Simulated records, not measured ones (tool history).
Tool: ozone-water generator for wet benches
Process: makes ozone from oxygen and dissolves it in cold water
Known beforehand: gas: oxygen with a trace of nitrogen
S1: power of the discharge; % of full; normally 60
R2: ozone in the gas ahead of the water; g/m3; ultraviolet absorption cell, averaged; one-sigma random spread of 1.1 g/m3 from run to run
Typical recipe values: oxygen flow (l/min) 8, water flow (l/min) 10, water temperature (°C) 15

run 1 day=0 | S1=60 oxygen_flow_(l/min)=8 water_flow_(l/min)=10 water_temperature_(°C)=15 | dissolved_ozone_(ppm)=35.7 R2=189.9
run 2 day=2.317 | S1=60 oxygen_flow_(l/min)=8 water_flow_(l/min)=10 water_temperature_(°C)=15 | dissolved_ozone_(ppm)=35.6 R2=190
run 3 day=5.004 | S1=60 oxygen_flow_(l/min)=8 water_flow_(l/min)=10 water_temperature_(°C)=11 | dissolved_ozone_(ppm)=39.2 R2=188.1
run 4 day=7.642 | S1=60 oxygen_flow_(l/min)=5.88 water_flow_(l/min)=10 water_temperature_(°C)=15 | dissolved_ozone_(ppm)=37.6 R2=223.3
run 5 day=11.167 | S1=60 oxygen_flow_(l/min)=5.88 water_flow_(l/min)=10 water_temperature_(°C)=19 | dissolved_ozone_(ppm)=34.9 R2=221.2
run 6 day=13.704 | S1=60 oxygen_flow_(l/min)=8 water_flow_(l/min)=10 water_temperature_(°C)=15 | dissolved_ozone_(ppm)=35.6 R2=190.4
run 7 day=16.588 | S1=60 oxygen_flow_(l/min)=8 water_flow_(l/min)=10 water_temperature_(°C)=15 | dissolved_ozone_(ppm)=35.7 R2=192.2
run 8 day=19.096 | S1=60 oxygen_flow_(l/min)=8 water_flow_(l/min)=10 water_temperature_(°C)=15 | dissolved_ozone_(ppm)=35.8 R2=191.7
run 9 day=22.754 | S1=60 oxygen_flow_(l/min)=8 water_flow_(l/min)=10 water_temperature_(°C)=15 | dissolved_ozone_(ppm)=36 R2=191.2
run 10 day=25.954 | S1=60 oxygen_flow_(l/min)=8 water_flow_(l/min)=15 water_temperature_(°C)=15 | dissolved_ozone_(ppm)=29.1 R2=193.5
run 11 day=27.688 | S1=60 oxygen_flow_(l/min)=8 water_flow_(l/min)=15 water_temperature_(°C)=15 | dissolved_ozone_(ppm)=29 R2=190.4
-- day=30.262 contactor cleaned
run 12 day=31.604 | S1=60 oxygen_flow_(l/min)=8 water_flow_(l/min)=10 water_temperature_(°C)=15 | dissolved_ozone_(ppm)=35.7 R2=193.5
run 13 day=34.562 | S1=60 oxygen_flow_(l/min)=8 water_flow_(l/min)=10 water_temperature_(°C)=15 | dissolved_ozone_(ppm)=35.9 R2=193.2
run 14 day=38.317 | S1=60 oxygen_flow_(l/min)=8 water_flow_(l/min)=10 water_temperature_(°C)=15 | dissolved_ozone_(ppm)=36 R2=192.7
run 15 day=41.808 | S1=60 oxygen_flow_(l/min)=8 water_flow_(l/min)=10 water_temperature_(°C)=15 | dissolved_ozone_(ppm)=35.5 R2=192.1
run 16 day=45.458 | S1=51 oxygen_flow_(l/min)=7.29 water_flow_(l/min)=13 water_temperature_(°C)=22 | dissolved_ozone_(ppm)=25.3 R2=186.3
run 17 day=48.583 | S1=63 oxygen_flow_(l/min)=9.3 water_flow_(l/min)=10 water_temperature_(°C)=20 | dissolved_ozone_(ppm)=31.3 R2=184.6
run 18 day=50.904 | S1=63 oxygen_flow_(l/min)=11.76 water_flow_(l/min)=10 water_temperature_(°C)=20 | dissolved_ozone_(ppm)=29.4 R2=161.1
run 19 day=54.362 | S1=58 oxygen_flow_(l/min)=4.8 water_flow_(l/min)=14 water_temperature_(°C)=12 | dissolved_ozone_(ppm)=32.4 R2=252
run 20 day=56.754 | S1=58 oxygen_flow_(l/min)=4.8 water_flow_(l/min)=14 water_temperature_(°C)=12 | dissolved_ozone_(ppm)=32.1 R2=248.4
-- day=59.483 gauge calibrated
run 21 day=59.483 | S1=58 oxygen_flow_(l/min)=4.8 water_flow_(l/min)=14 water_temperature_(°C)=12 | dissolved_ozone_(ppm)=32.3 R2=240.5
run 22 day=63.354 | S1=76 oxygen_flow_(l/min)=8 water_flow_(l/min)=10 water_temperature_(°C)=19 | dissolved_ozone_(ppm)=37.3 R2=214.2
run 23 day=67.267 | S1=42 oxygen_flow_(l/min)=8.85 water_flow_(l/min)=10 water_temperature_(°C)=19 | dissolved_ozone_(ppm)=26.3 R2=149.7
run 24 day=69.467 | S1=74 oxygen_flow_(l/min)=4.43 water_flow_(l/min)=15 water_temperature_(°C)=13 | dissolved_ozone_(ppm)=34.8 R2=290.7
run 25 day=71.629 | S1=66 oxygen_flow_(l/min)=8 water_flow_(l/min)=13 water_temperature_(°C)=15 | dissolved_ozone_(ppm)=32.8 R2=201.6
run 26 day=74.758 | S1=66 oxygen_flow_(l/min)=8 water_flow_(l/min)=11 water_temperature_(°C)=17 | dissolved_ozone_(ppm)=34.7 R2=202
run 27 day=78.754 | S1=46 oxygen_flow_(l/min)=9.45 water_flow_(l/min)=7 water_temperature_(°C)=8 | dissolved_ozone_(ppm)=41.2 R2=152.1

Had the tool no unlogged condition, and each run kept its random variation, what would the results have been?
What the log doesn't record here: yield of the discharge, % of new electrodes'; contactor's efficiency, % of a clean one's; true water temperature over the reading, C; drift of the gauge itself on ozone_ppm, %; drift of the gauge itself on gas_g_m3, %.
run=1 R2=189.9
run=2 R2=189.8
run=3 R2=187.7
run=4 R2=222.5
run=5 R2=220.1
run=6 R2=189.2
run=7 R2=190.7
run=8 R2=190
run=9 R2=189.2
run=10 R2=191.2
run=11 R2=187.9
run=12 R2=190.7
run=13 R2=190.1
run=14 R2=189.2
run=15 R2=188.4
run=16 R2=182.3
run=17 R2=180.5
run=18 R2=157.2
run=19 R2=245.7
run=20 R2=241.9
run=21 R2=240.6
run=22 R2=213.9
run=23 R2=149.2
run=24 R2=289.4
run=25 R2=200.6
run=26 R2=200.6
run=27 R2=150.7
dissolved ozone (ppm): within 0.1 of the measured result in every run.
